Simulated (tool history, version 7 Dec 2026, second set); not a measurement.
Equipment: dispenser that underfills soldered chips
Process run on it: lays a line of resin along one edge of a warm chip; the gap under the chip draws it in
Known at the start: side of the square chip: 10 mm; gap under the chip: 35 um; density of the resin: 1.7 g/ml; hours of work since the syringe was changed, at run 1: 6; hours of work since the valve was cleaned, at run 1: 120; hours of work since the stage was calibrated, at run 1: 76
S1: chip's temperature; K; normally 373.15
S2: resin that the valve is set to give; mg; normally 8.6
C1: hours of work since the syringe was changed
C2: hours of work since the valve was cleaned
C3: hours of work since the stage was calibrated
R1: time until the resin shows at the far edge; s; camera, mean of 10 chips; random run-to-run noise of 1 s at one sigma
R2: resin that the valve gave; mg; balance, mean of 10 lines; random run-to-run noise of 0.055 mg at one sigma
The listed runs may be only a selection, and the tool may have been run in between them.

| run | day | S1 | S2 | C1 | C2 | C3 | R1 | R2 |
|---|---|---|---|---|---|---|---|---|
| 1 | 0 | 373.15 | 8.6 | 6 | 120 | 76 | 178 | 7.56 |
|  | 0.15 | new syringe of resin |
| 2 | 0.288 | 373.15 | 8.6 | 2 | 124 | 81 | 122.7 | 7.64 |
|  | 0.392 | dispensing valve cleaned and set on the balance |
|  | 0.729 | new syringe of resin |
| 3 | 0.75 | 373.15 | 8.6 | 0 | 5 | 87 | 99.4 | 8.5 |
| 4 | 1.158 | 373.15 | 8.6 | 7 | 12 | 93 | 175.2 | 8.53 |
|  | 1.258 | new syringe of resin |
| 5 | 1.525 | 373.15 | 8.6 | 4 | 18 | 99 | 145.1 | 8.5 |
| 6 | 1.762 | 373.15 | 8.6 | 8 | 21 | 103 | 197 | 8.41 |
|  | 1.796 | new syringe of resin |
| 7 | 2.067 | 373.15 | 8.6 | 4 | 26 | 107 | 141.2 | 8.45 |
| 8 | 2.304 | 373.15 | 8.6 | 8 | 30 | 111 | 200.6 | 8.32 |
|  | 2.346 | new syringe of resin |
| 9 | 2.483 | 373.15 | 9.9 | 2 | 32 | 114 | 115.3 | 9.63 |
|  | 2.883 | new syringe of resin |
| 10 | 2.896 | 373.15 | 9.9 | 0 | 39 | 120 | 97.7 | 9.47 |
| 11 | 3.079 | 387.15 | 10.89 | 3 | 41 | 123 | 70.6 | 10.57 |
|  | 3.429 | new syringe of resin |
| 12 | 3.45 | 380.15 | 8.18 | 0 | 47 | 129 | 77.5 | 7.85 |
| 13 | 3.7 | 373.15 | 9.54 | 4 | 51 | 133 | 139.4 | 9.05 |
|  | 3.971 | new syringe of resin |
| 14 | 4.079 | 370.15 | 9.54 | 2 | 57 | 138 | 131.1 | 9.11 |
|  | 4.504 | new syringe of resin |
| 15 | 4.504 | 370.15 | 9.54 | 0 | 63 | 145 | 112.1 | 8.9 |
| 16 | 4.788 | 370.15 | 9.54 | 5 | 68 | 149 | 167.3 | 8.88 |
|  | 5.029 | new syringe of resin |
| 17 | 5.146 | 378.15 | 10.01 | 2 | 73 | 155 | 94 | 9.31 |
| 18 | 5.4 | 366.15 | 9.25 | 6 | 77 | 159 | 225.1 | 8.6 |
|  | 5.567 | new syringe of resin |
| 19 | 5.642 | 380.15 | 10.02 | 1 | 81 | 163 | 84.1 | 9.29 |

Predict each of these 3 candidate next runs independently; none follows another, all start after run 19:
| A | 5.812 | 366.15 | 9.02 | 4 | 84 | 165 | ? | ? |
| B | 5.812 | 363.15 | 9.39 | 4 | 84 | 165 | ? | ? |
| C | 5.812 | 373.15 | 9.73 | 4 | 84 | 165 | ? | ? |

| run | R1 | R2 |
|---|---|---|
| A | 195.3 | 8.23 |
| B | 221.3 | 8.69 |
| C | 142.7 | 9 |
The same runs, with their run-to-run variation unchanged, on a tool lacking any hidden condition would have given:
| run | R1 | R2 |
|---|---|---|
| A | 131.6 | 8.95 |
| B | 149.5 | 9.44 |
| C | 96.8 | 9.78 |
